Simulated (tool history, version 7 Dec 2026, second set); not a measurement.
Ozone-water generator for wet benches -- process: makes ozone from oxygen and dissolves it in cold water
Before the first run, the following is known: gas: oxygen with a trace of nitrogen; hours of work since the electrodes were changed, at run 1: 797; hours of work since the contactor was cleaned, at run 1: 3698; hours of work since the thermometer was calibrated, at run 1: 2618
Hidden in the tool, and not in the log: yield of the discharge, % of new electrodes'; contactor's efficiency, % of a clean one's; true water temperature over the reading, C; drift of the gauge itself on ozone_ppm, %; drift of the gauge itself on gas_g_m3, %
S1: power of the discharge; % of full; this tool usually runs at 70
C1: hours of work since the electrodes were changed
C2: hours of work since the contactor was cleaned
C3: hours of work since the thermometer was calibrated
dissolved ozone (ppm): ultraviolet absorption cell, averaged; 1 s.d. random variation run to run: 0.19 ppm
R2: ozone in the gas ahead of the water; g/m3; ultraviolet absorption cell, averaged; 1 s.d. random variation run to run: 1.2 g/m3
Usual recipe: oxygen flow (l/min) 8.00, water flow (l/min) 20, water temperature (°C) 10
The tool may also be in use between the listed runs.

{"run": 1, "hour": 0.0, "S1": 70, "oxygen flow (l/min)": 8.0, "water flow (l/min)": 20, "water temperature (°C)": 10, "C1": 797, "C2": 3698, "C3": 2618, "dissolved ozone (ppm)": 27.1, "R2": 226.3}
{"run": 2, "hour": 34.7, "S1": 70, "oxygen flow (l/min)": 8.0, "water flow (l/min)": 20, "water temperature (°C)": 10, "C1": 831, "C2": 3731, "C3": 2651, "dissolved ozone (ppm)": 27.0, "R2": 224.7}
{"run": 3, "hour": 53.5, "S1": 70, "oxygen flow (l/min)": 8.0, "water flow (l/min)": 20, "water temperature (°C)": 10, "C1": 849, "C2": 3750, "C3": 2669, "dissolved ozone (ppm)": 27.0, "R2": 224.7}
{"run": 4, "hour": 77.0, "S1": 70, "oxygen flow (l/min)": 8.0, "water flow (l/min)": 20, "water temperature (°C)": 10, "C1": 872, "C2": 3772, "C3": 2692, "dissolved ozone (ppm)": 27.2, "R2": 224.4}
{"run": 5, "hour": 105.9, "S1": 70, "oxygen flow (l/min)": 8.0, "water flow (l/min)": 20, "water temperature (°C)": 10, "C1": 899, "C2": 3800, "C3": 2720, "dissolved ozone (ppm)": 27.2, "R2": 223.1}
{"run": 6, "hour": 128.3, "S1": 70, "oxygen flow (l/min)": 8.0, "water flow (l/min)": 21, "water temperature (°C)": 10, "C1": 921, "C2": 3822, "C3": 2741, "dissolved ozone (ppm)": 25.8, "R2": 222.4}
{"run": 7, "hour": 148.7, "S1": 70, "oxygen flow (l/min)": 8.0, "water flow (l/min)": 21, "water temperature (°C)": 10, "C1": 941, "C2": 3841, "C3": 2761, "dissolved ozone (ppm)": 25.9, "R2": 220.1}
{"run": 8, "hour": 173.5, "S1": 70, "oxygen flow (l/min)": 8.0, "water flow (l/min)": 20, "water temperature (°C)": 11, "C1": 964, "C2": 3865, "C3": 2785, "dissolved ozone (ppm)": 27.0, "R2": 221.1}
{"run": 9, "hour": 195.1, "S1": 70, "oxygen flow (l/min)": 8.0, "water flow (l/min)": 20, "water temperature (°C)": 10, "C1": 985, "C2": 3886, "C3": 2806, "dissolved ozone (ppm)": 26.9, "R2": 223.0}
{"run": 10, "hour": 227.7, "S1": 70, "oxygen flow (l/min)": 8.0, "water flow (l/min)": 20, "water temperature (°C)": 10, "C1": 1017, "C2": 3917, "C3": 2837, "dissolved ozone (ppm)": 27.3, "R2": 220.2}
{"run": 11, "hour": 254.5, "S1": 70, "oxygen flow (l/min)": 8.0, "water flow (l/min)": 20, "water temperature (°C)": 10, "C1": 1042, "C2": 3943, "C3": 2863, "dissolved ozone (ppm)": 26.9, "R2": 220.9}
{"run": 12, "hour": 278.1, "S1": 70, "oxygen flow (l/min)": 8.0, "water flow (l/min)": 20, "water temperature (°C)": 10, "C1": 1065, "C2": 3966, "C3": 2886, "dissolved ozone (ppm)": 26.9, "R2": 221.3}
{"run": 13, "hour": 298.9, "S1": 70, "oxygen flow (l/min)": 4.23, "water flow (l/min)": 18, "water temperature (°C)": 8, "C1": 1085, "C2": 3986, "C3": 2905, "dissolved ozone (ppm)": 29.6, "R2": 310.7}

For run 14, what comes out?
{"run": 14, "hour": 331.6, "S1": 70, "oxygen flow (l/min)": 4.23, "water flow (l/min)": 18, "water temperature (°C)": 8, "C1": 1117, "C2": 4017, "C3": 2937, "dissolved ozone (ppm)": "?", "R2": "?"}

dissolved ozone (ppm): 30.0
R2: 309.8 g/m3
On a tool with no hidden condition, and with the same random variation, this run would have come out at dissolved ozone (ppm) 30.0, R2 315.3 g/m3.
